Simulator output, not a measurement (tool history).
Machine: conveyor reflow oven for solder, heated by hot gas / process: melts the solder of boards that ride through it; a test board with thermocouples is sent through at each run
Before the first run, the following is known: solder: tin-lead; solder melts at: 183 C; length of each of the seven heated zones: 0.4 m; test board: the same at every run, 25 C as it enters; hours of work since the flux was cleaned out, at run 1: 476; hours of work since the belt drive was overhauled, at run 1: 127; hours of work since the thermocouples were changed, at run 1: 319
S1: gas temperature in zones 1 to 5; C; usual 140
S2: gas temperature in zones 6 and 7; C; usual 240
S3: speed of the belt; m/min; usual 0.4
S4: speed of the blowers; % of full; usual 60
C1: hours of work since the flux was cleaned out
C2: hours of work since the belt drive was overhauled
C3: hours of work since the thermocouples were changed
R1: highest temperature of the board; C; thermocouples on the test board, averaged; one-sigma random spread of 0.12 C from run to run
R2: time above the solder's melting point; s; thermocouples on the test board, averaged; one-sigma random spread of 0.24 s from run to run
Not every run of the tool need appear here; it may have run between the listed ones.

run	day	S1	S2	S3	S4	C1	C2	C3	R1	R2
1	0	140	240	0.4	60	476	127	319	222.4	97
2	0.225	140	240	0.4	60	479	130	322	222.5	96.4
# day 0.671: flux residue cleaned out of gas plates and filters
3	0.671	140	240	0.4	60	0	134	326	225	100.2
4	1.05	140	240	0.4	60	6	140	332	224.9	100.1
5	1.358	140	240	0.4	60	11	145	337	224.9	99.7
6	1.804	140	253	0.4	60	18	152	344	236.8	110.4
7	2.117	140	240	0.374	60	23	157	349	226.9	109.7
8	2.546	140	240	0.374	60	30	164	356	227.1	109.6
9	2.783	140	240	0.374	60	34	168	360	226.9	109.6
10	3.088	140	240	0.374	60	39	173	365	227.1	109.6
11	3.521	140	240	0.374	60	46	180	372	227.1	109.9
12	3.983	140	240	0.368	60	53	187	379	227.6	112.1
13	4.233	140	240	0.368	60	57	191	383	227.8	111.9
14	4.688	140	240	0.347	60	64	198	391	229.3	121
15	5.158	151	230	0.402	54	72	206	398	216.1	96.5
16	5.408	151	230	0.402	54	76	210	402	216.2	96.4
17	5.842	151	230	0.402	54	83	217	409	216.2	96.4
18	6.362	151	230	0.402	54	91	225	417	216.2	96.8
19	6.85	137	235	0.399	82	99	233	425	225.2	100.4
20	7.138	142	249	0.462	71	104	238	430	231.6	92.9
21	7.567	142	249	0.462	71	111	245	437	231.6	92.9
22	7.792	142	241	0.462	86	114	248	440	228.2	90.7
23	8.129	152	241	0.46	86	120	254	446	229.7	97

How the hidden state differs across the entries between the runs, from the last listed run before each to the first after it:
Logged between run 2 and run 3: flux residue cleaned out of gas plates and filters (day 0.671)
  heat that the gas passes to the board, % of a clean oven's: 87.7 -> 99.7; belt's true speed, % of the reading: 99.77 -> 99.76; true gas temperature in zones 6 and 7 over the reading, C: 1 -> 1.02
  the result without the hidden state subtracted from the measured one, R1: -1.6 -> +1 C; R2: -1.9 -> +1.1 s

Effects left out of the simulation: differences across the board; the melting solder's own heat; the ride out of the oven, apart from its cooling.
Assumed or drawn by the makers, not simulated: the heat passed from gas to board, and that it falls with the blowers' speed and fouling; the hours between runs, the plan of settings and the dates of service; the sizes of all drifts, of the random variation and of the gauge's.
